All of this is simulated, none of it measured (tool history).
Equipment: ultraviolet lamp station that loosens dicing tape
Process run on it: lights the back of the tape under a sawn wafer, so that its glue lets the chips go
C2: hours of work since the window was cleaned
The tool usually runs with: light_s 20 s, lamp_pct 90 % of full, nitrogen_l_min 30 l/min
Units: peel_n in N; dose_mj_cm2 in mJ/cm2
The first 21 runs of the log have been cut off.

Run 22, hour 811.7: usual settings; hours of work of the lamp 555; C2 206. Result: peel_n 0.401 N, dose_mj_cm2 225 mJ/cm2.
At hour 825.1: window cleaned of glue's vapour.
Run 23, hour 858.3: usual settings; hours of work of the lamp 584; C2 21. Result: peel_n 0.365 N, dose_mj_cm2 242 mJ/cm2.
Run 24, hour 893.5: usual settings but light_s 22 s, nitrogen_l_min 13 l/min; hours of work of the lamp 607; C2 44. Result: peel_n 0.499 N, dose_mj_cm2 260 mJ/cm2.
Run 25, hour 930.5: usual settings but light_s 21 s; hours of work of the lamp 630; C2 67. Result: peel_n 0.352 N, dose_mj_cm2 242 mJ/cm2.
Run 26, hour 953.3: usual settings but light_s 22 s, nitrogen_l_min 15 l/min; hours of work of the lamp 645; C2 82. Result: peel_n 0.476 N, dose_mj_cm2 258 mJ/cm2.
Run 27, hour 988.1: usual settings but nitrogen_l_min 40 l/min; hours of work of the lamp 667; C2 104. Result: peel_n 0.343 N, dose_mj_cm2 231 mJ/cm2.
Run 28, hour 1009.6: usual settings but nitrogen_l_min 40 l/min; hours of work of the lamp 681; C2 117. Result: peel_n 0.356 N, dose_mj_cm2 224 mJ/cm2.
Run 29, hour 1037.9: usual settings but lamp_pct 70 % of full, nitrogen_l_min 14 l/min; hours of work of the lamp 699; C2 135. Result: peel_n 0.858 N, dose_mj_cm2 173 mJ/cm2.
Run 30, hour 1065.0: usual settings but light_s 11 s, lamp_pct 70 % of full, nitrogen_l_min 48 l/min; hours of work of the lamp 716; C2 153. Result: peel_n 1.173 N, dose_mj_cm2 94 mJ/cm2.
Run 31, hour 1107.9: usual settings but light_s 11 s, lamp_pct 70 % of full, nitrogen_l_min 48 l/min; hours of work of the lamp 743; C2 180. Result: peel_n 1.229 N, dose_mj_cm2 94 mJ/cm2.
Run 32, hour 1147.8: usual settings but light_s 11 s, lamp_pct 70 % of full, nitrogen_l_min 48 l/min; hours of work of the lamp 769; C2 205. Result: peel_n 1.191 N, dose_mj_cm2 92 mJ/cm2.
At hour 1160.9: window cleaned of glue's vapour.
Run 33, hour 1194.0: usual settings but light_s 12 s, nitrogen_l_min 16 l/min; hours of work of the lamp 798; C2 21. Result: peel_n 1.086 N, dose_mj_cm2 140 mJ/cm2.
Run 34, hour 1241.9: usual settings but light_s 12 s, nitrogen_l_min 16 l/min; hours of work of the lamp 828; C2 52. Result: peel_n 1.135 N, dose_mj_cm2 135 mJ/cm2.
Run 35, hour 1280.4: usual settings but light_s 26 s, lamp_pct 75 % of full, nitrogen_l_min 16 l/min; hours of work of the lamp 853; C2 76. Result: peel_n 0.510 N, dose_mj_cm2 244 mJ/cm2.
Run 36, hour 1312.1: usual settings but light_s 17 s, lamp_pct 65 % of full, nitrogen_l_min 16 l/min; hours of work of the lamp 873; C2 96. Result: peel_n 1.116 N, dose_mj_cm2 139 mJ/cm2.
Run 37, hour 1359.0: usual settings but light_s 14 s, lamp_pct 86 % of full, nitrogen_l_min 26 l/min; hours of work of the lamp 903; C2 126. Result: peel_n 0.846 N, dose_mj_cm2 140 mJ/cm2.
Run 38, hour 1391.1: usual settings but light_s 19 s, lamp_pct 65 % of full, nitrogen_l_min 26 l/min; hours of work of the lamp 923; C2 146. Result: peel_n 0.841 N, dose_mj_cm2 147 mJ/cm2.
Run 39, hour 1438.3: usual settings but lamp_pct 86 % of full; hours of work of the lamp 953; C2 176. Result: peel_n 0.507 N, dose_mj_cm2 200 mJ/cm2.
Run 40, hour 1474.9: usual settings but light_s 12 s, lamp_pct 82 % of full, nitrogen_l_min 9 l/min; hours of work of the lamp 976; C2 200. Result: peel_n 1.517 N, dose_mj_cm2 111 mJ/cm2.
At hour 1498.5: window cleaned of glue's vapour.
Run 41, hour 1519.1: usual settings but light_s 29 s, lamp_pct 61 % of full, nitrogen_l_min 22 l/min; hours of work of the lamp 1004; C2 13. Result: peel_n 0.529 N, dose_mj_cm2 216 mJ/cm2.
Run 42, hour 1566.8: usual settings but light_s 29 s, lamp_pct 61 % of full, nitrogen_l_min 22 l/min; hours of work of the lamp 1034; C2 43. Result: peel_n 0.532 N, dose_mj_cm2 214 mJ/cm2.

Estimate the outcome of run 43 from the log above:
Run 43, hour 1609.6: usual settings but light_s 26 s, lamp_pct 80 % of full, nitrogen_l_min 36 l/min; hours of work of the lamp 1062; C2 71. Result: peel_n ?, dose_mj_cm2 ?.

{"run 43": {"peel_n": 0.325, "dose_mj_cm2": 248}}
Had the tool carried no hidden state, the very same run would have given peel_n 0.191 N, dose_mj_cm2 325 mJ/cm2.
